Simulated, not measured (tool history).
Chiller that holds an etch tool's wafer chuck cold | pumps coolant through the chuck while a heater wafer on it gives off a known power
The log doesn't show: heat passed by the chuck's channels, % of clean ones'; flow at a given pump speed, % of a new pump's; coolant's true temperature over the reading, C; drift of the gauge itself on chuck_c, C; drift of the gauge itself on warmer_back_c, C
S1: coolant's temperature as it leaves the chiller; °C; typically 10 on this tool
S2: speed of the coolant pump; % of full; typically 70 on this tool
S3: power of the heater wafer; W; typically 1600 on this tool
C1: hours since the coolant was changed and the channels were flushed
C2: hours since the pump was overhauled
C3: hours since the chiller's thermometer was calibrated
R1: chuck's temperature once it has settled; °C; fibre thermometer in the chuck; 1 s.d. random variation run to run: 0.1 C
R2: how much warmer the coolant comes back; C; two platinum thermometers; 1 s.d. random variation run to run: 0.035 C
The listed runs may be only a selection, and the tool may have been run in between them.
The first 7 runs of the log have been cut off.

run	hour	S1	S2	S3	C1	C2	C3	R1	R2
8	192.3	10	70	1600	3463	834	176	31.9	5.98
9	219.3	10	70	1600	3490	861	203	32.1	6.03
10	251.6	10	70	1600	3522	893	235	32.2	5.91
11	272.9	10	70	1600	3544	914	256	32.2	5.88
12	293.5	10	77	1600	3564	935	277	31.1	5.34
13	319.5	10	77	1600	3590	961	303	30.8	5.35
14	338.1	10	77	1600	3609	979	321	31	5.31
15	359.8	10	77	1600	3630	1001	343	31	5.28
16	380.7	10	77	1600	3651	1022	364	31	5.26
17	416	10	77	1600	3687	1057	399	31	5.22
# hour 425.8: gauge calibrated
18	431.6	10	64	1525	3702	1073	415	32	6.48
19	456.6	10	64	1525	3727	1098	440	32.3	6.41
20	492.8	10	64	1525	3764	1134	476	32.3	6.41
21	518.3	6	96	1600	3789	1160	502	24.7	4.42
22	544.4	15	66	1735	3815	1186	528	39.8	6.99
23	580	9	76	1491	3851	1221	563	28.6	5.16
24	617.1	9	76	1491	3888	1258	600	28.6	5.12
25	637.8	9	76	1491	3909	1279	621	28.9	5.07
26	659	9	76	1491	3930	1300	642	28.8	5.16
27	678.8	0	80	1600	3950	1320	662	20.6	5.09
28	715.9	17	91	1600	3987	1357	699	36.3	4.48
29	747.5	11	60	961	4018	1389	731	25.5	4.02
30	785.3	11	60	1281	4056	1427	769	30.1	5.42
31	802.2	11	60	1281	4073	1444	785	30.2	5.4

4 options for the next run, each taken on its own from the tool as it stands now. Forecast them:
A	820	10	63	1473	4091	1461	803	?	?
B	820	10	70	863	4091	1461	803	?	?
C	820	11	60	960	4091	1461	803	?	?
D	820	11	60	1649	4091	1461	803	?	?

run	R1	R2
A	31.5	5.93
B	22	2.97
C	25.5	4.01
D	35.8	7.11
Had the tool no hidden state, the same runs would have come out as:
run	R1	R2
A	31.5	6.3
B	21.9	3.34
C	25.5	4.38
D	35.8	7.47
